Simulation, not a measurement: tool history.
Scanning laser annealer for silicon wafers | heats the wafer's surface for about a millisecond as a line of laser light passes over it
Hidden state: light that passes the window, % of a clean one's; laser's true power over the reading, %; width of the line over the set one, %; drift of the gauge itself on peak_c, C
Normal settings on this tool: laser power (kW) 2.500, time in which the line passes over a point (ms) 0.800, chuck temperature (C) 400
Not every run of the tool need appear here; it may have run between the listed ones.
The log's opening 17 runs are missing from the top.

run	hour	laser power (kW)	time in which the line passes over a point (ms)	chuck temperature (C)	hours of work since the window was cleaned	hours of work since the power meter was calibrated	hours of work since the optics were aligned	highest temperature of the surface (C)
# hour 222.8: optics aligned, line set to its width, once more
18	223.3	2.500	0.800	400	97	193	0	1220
19	233.0	2.500	0.800	400	104	199	7	1216
20	243.2	2.500	0.800	400	111	206	14	1218
21	251.2	2.500	0.800	400	117	212	20	1220
22	267.6	2.680	0.812	400	128	223	31	1290
23	282.8	2.316	0.800	419	138	234	41	1171
24	290.0	2.316	0.800	419	143	239	46	1173
25	300.0	2.252	0.800	372	150	246	53	1103
26	317.7	2.579	0.800	400	163	258	66	1244
27	326.1	2.442	0.856	400	168	264	71	1223
28	338.7	2.284	0.872	397	177	272	80	1176
29	346.2	2.284	0.902	426	182	278	85	1220
30	360.2	2.284	0.902	426	192	287	95	1220
31	369.8	2.193	0.902	377	199	294	102	1138
32	377.5	2.193	0.902	377	204	299	107	1137
33	392.7	2.193	0.902	377	214	310	117	1140
34	408.9	2.232	0.800	400	226	321	129	1118
35	419.4	2.232	0.800	400	233	328	136	1121
36	427.4	2.500	0.800	369	238	334	141	1181
37	440.5	2.500	0.800	369	247	343	150	1182
38	456.5	2.361	0.873	389	259	354	162	1194
39	468.2	2.361	0.873	389	267	362	170	1194
40	481.7	2.291	0.770	367	276	371	179	1093
41	497.3	2.412	0.863	393	287	382	190	1207
42	512.8	2.476	0.579	434	297	393	200	1104

Each row is a separate what-if for the run after 42, all from the same tool condition, not one after another. Results?
A	528.4	2.430	0.626	422	308	404	211	?
B	528.4	2.711	0.841	434	308	404	211	?
C	528.4	2.476	0.889	434	308	404	211	?

run	highest temperature of the surface (C)
A	1107
B	1346
C	1285
With no hidden state in the tool, these same runs would have given:
run	highest temperature of the surface (C)
A	1115
B	1357
C	1295

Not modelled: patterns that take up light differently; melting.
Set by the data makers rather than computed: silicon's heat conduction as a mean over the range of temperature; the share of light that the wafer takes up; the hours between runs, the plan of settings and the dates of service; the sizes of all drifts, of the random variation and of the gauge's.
